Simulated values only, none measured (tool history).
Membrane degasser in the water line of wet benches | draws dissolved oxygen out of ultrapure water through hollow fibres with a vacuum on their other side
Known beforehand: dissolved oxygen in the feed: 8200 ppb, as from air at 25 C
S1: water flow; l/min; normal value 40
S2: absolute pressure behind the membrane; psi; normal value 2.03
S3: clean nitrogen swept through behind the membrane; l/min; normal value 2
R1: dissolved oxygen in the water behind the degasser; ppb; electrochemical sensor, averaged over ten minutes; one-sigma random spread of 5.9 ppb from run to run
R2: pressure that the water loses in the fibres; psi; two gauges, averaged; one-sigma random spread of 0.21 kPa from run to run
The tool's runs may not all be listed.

run	hour	S1	S2	S3	R1	R2
1	0	40	2.03	2	629.8	7.498
2	177.6	40	2.03	2	641.1	7.552
3	366.7	40	2.03	2	647.3	7.559
4	514.3	40	2.03	2	634.9	7.58
5	631.6	40	2.03	2	646.6	7.551
6	740.2	40	2.03	2	644.4	7.591
7	882.7	40	2.03	2	640.3	7.648
8	984.6	40	1.46	2	487.1	7.567
9	1063.9	40	1.46	2	498.2	7.639
10	1249.6	40	1.45	2	497.3	7.612
11	1357.1	52	2.03	2	920.7	9.964
12	1487.6	59	2.71	2	1285	11.278
13	1667.8	53	2.03	2	930.3	10.156
14	1772.1	53	2.03	2	954.9	10.118
15	1883.8	53	2.03	2	945.6	10.093
16	2019.2	48	2.03	2	841.2	9.219
17	2176	48	2.03	2	848.6	9.169
18	2314.4	27	4.45	1.15	1291.4	5.211
19	2471.2	27	4.45	4.57	442.2	5.184
20	2646.1	27	4.45	4.57	439.7	5.158

Taken out of this log: 3 entries between the listed runs. Where each belongs, and how the hidden state differs across it:
After run 4, before run 5: seals of the vacuum lines changed (hour 631.6)
  membrane still open, %: 96.7 -> 96.5; air that leaks in behind the membrane, l/min: 0.016 -> 0.0035
  the result without the hidden state subtracted from the measured one, R1: +25.1 -> +24.3 ppb; R2: +0.254 -> +0.26 psi
After run 6, before run 7: vacuum gauge calibrated (hour 750.3)
  membrane still open, %: 96.4 -> 96.3; true pressure behind the membrane over the reading, kPa: 0.04 -> 0.07; air that leaks in behind the membrane, l/min: 0.0038 -> 0.0041
  the result without the hidden state subtracted from the measured one, R1: +25.2 -> +27.1 ppb; R2: +0.27 -> +0.28 psi
After run 10, before run 11: vacuum gauge calibrated, once more (hour 1282.3)
  membrane still open, %: 96 -> 95.9; true pressure behind the membrane over the reading, kPa: 0.09 -> 0.03; air that leaks in behind the membrane, l/min: 0.005 -> 0.0053
  the result without the hidden state subtracted from the measured one, R1: +31.8 -> +44 ppb; R2: +0.307 -> +0.408 psi
